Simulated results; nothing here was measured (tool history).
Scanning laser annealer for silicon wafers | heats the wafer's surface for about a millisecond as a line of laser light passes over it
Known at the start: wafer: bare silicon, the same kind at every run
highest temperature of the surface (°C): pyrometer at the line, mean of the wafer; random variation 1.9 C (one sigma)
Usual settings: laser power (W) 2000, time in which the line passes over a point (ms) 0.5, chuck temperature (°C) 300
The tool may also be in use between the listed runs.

run,day,laser power (W),time in which the line passes over a point (ms),chuck temperature (°C),highest temperature of the surface (°C)
1,0,2000,0.5,300,1093
2,0.204,2000,0.5,300,1091
3,0.421,2000,0.5,300,1090
4,0.829,1911,0.5,300,1054
5,1.171,1701,0.5,300,965
6,1.608,1701,0.5,300,964
7,1.938,1701,0.5,300,963
8,2.225,1701,0.5,300,963
9,2.546,2050,0.5,300,1111
10,2.917,1754,0.5,310,995
11,3.15,1754,0.5,310,993
12,3.546,1754,0.5,310,992

The same runs without the tool's hidden state, with the same run-to-run variation:
The hidden state here: light that passes the window, % of a clean one's; laser's true power over the reading, %; width of the line over the set one, %; drift of the gauge itself on peak_c, C.
run,highest temperature of the surface (°C)
1,1131
2,1130
3,1128
4,1091
5,998
6,997
7,997
8,997
9,1153
10,1032
11,1030
12,1030

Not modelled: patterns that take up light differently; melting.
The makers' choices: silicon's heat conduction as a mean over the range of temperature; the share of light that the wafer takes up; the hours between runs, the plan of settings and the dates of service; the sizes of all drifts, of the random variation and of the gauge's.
